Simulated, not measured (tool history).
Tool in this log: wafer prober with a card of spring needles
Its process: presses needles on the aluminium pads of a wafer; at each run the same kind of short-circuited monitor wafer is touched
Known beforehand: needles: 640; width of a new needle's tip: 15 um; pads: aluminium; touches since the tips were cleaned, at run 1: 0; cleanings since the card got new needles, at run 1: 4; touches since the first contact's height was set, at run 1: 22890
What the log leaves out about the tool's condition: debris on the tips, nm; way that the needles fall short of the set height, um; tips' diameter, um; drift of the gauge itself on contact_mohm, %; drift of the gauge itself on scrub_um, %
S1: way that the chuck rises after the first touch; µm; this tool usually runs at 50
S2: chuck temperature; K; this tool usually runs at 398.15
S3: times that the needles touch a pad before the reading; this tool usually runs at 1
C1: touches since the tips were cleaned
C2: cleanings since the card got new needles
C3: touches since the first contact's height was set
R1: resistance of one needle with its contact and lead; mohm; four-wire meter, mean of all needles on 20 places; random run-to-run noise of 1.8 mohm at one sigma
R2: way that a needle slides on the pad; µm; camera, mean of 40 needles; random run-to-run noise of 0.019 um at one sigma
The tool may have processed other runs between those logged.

run 1 day=0 | S1=50 S2=398.15 S3=1 | C1=0 C2=4 C3=22890 | R1=193 R2=6.13
run 2 day=0.633 | S1=50 S2=334.15 S3=1 | C1=3625 C2=4 C3=26515 | R1=182 R2=6.13
-- day=0.929 tips cleaned on abrasive film
run 3 day=1.092 | S1=52 S2=334.15 S3=1 | C1=936 C2=5 C3=29137 | R1=183 R2=6.34
run 4 day=1.446 | S1=52 S2=334.15 S3=1 | C1=2967 C2=5 C3=31168 | R1=182 R2=6.34
run 5 day=1.808 | S1=52 S2=328.15 S3=1 | C1=5047 C2=5 C3=33248 | R1=179 R2=6.36
-- day=1.854 tips cleaned on abrasive film
run 6 day=2.467 | S1=52 S2=328.15 S3=1 | C1=3514 C2=6 C3=36994 | R1=182 R2=6.38
-- day=2.775 tips cleaned on abrasive film
run 7 day=2.854 | S1=52 S2=328.15 S3=2 | C1=459 C2=7 C3=39208 | R1=180 R2=6.35
run 8 day=3.138 | S1=50 S2=379.15 S3=1 | C1=2084 C2=7 C3=40833 | R1=192 R2=6.17
-- day=3.708 tips cleaned on abrasive film
run 9 day=3.796 | S1=50 S2=379.15 S3=1 | C1=512 C2=8 C3=44586 | R1=192 R2=6.14
run 10 day=4.175 | S1=50 S2=321.15 S3=1 | C1=2680 C2=8 C3=46754 | R1=178 R2=6.12
-- day=4.625 tips cleaned on abrasive film
run 11 day=4.738 | S1=50 S2=398.15 S3=1 | C1=647 C2=9 C3=49948 | R1=195 R2=6.12
run 12 day=5.242 | S1=50 S2=340.15 S3=1 | C1=3547 C2=9 C3=52848 | R1=183 R2=6.15
-- day=5.554 tips cleaned on abrasive film
run 13 day=5.888 | S1=50 S2=398.15 S3=1 | C1=1908 C2=10 C3=56537 | R1=196 R2=6.12
run 14 day=6.158 | S1=50 S2=398.15 S3=1 | C1=3449 C2=10 C3=58078 | R1=194 R2=6.12
run 15 day=6.454 | S1=50 S2=398.15 S3=1 | C1=5143 C2=10 C3=59772 | R1=193 R2=6.13
-- day=6.492 tips cleaned on abrasive film
run 16 day=7.054 | S1=50 S2=398.15 S3=1 | C1=3207 C2=11 C3=63192 | R1=196 R2=6.14
-- day=7.417 tips cleaned on abrasive film
run 17 day=7.446 | S1=50 S2=398.15 S3=3 | C1=177 C2=12 C3=65423 | R1=195 R2=6.12
run 18 day=8.088 | S1=46 S2=398.15 S3=1 | C1=3868 C2=12 C3=69114 | R1=193 R2=5.61
-- day=8.35 tips cleaned on abrasive film
run 19 day=8.488 | S1=50 S2=309.15 S3=1 | C1=800 C2=13 C3=71388 | R1=177 R2=6.15
run 20 day=8.992 | S1=53 S2=361.15 S3=3 | C1=3691 C2=13 C3=74279 | R1=190 R2=6.49
-- day=9.288 tips cleaned on abrasive film
run 21 day=9.483 | S1=39 S2=345.15 S3=1 | C1=1111 C2=14 C3=77068 | R1=188 R2=4.78
run 22 day=9.833 | S1=50 S2=304.15 S3=2 | C1=3113 C2=14 C3=79070 | R1=175 R2=6.12
run 23 day=10.125 | S1=44 S2=310.15 S3=2 | C1=4805 C2=14 C3=80762 | R1=180 R2=5.38
-- day=10.204 tips cleaned on abrasive film
run 24 day=10.562 | S1=69 S2=388.15 S3=1 | C1=2042 C2=15 C3=83235 | R1=192 R2=8.44
-- day=11.138 tips cleaned on abrasive film
run 25 day=11.138 | S1=69 S2=388.15 S3=1 | C1=0 C2=16 C3=86522 | R1=189 R2=8.47
run 26 day=11.504 | S1=69 S2=388.15 S3=1 | C1=2096 C2=16 C3=88618 | R1=190 R2=8.44
run 27 day=11.871 | S1=70 S2=318.15 S3=1 | C1=4196 C2=16 C3=90718 | R1=174 R2=8.58
-- day=12.062 tips cleaned on abrasive film
run 28 day=12.262 | S1=43 S2=398.15 S3=1 | C1=1160 C2=17 C3=92956 | R1=199 R2=5.28
run 29 day=12.733 | S1=43 S2=350.15 S3=1 | C1=3856 C2=17 C3=95652 | R1=188 R2=5.27
-- day=13.004 tips cleaned on abrasive film
run 30 day=13.008 | S1=44 S2=369.15 S3=2 | C1=25 C2=18 C3=97207 | R1=192 R2=5.38

What does the tool deliver on the next run?
run 31 day=13.4 | S1=50 S2=397.15 S3=1 | C1=2255 C2=18 C3=99437 | R1=? R2=?

{"run 31": {"R1": 192, "R2": 6.18}}
With the hidden condition absent and the run-to-run variation left alone, this run would have shown R1 192 mohm, R2 6.18 µm.
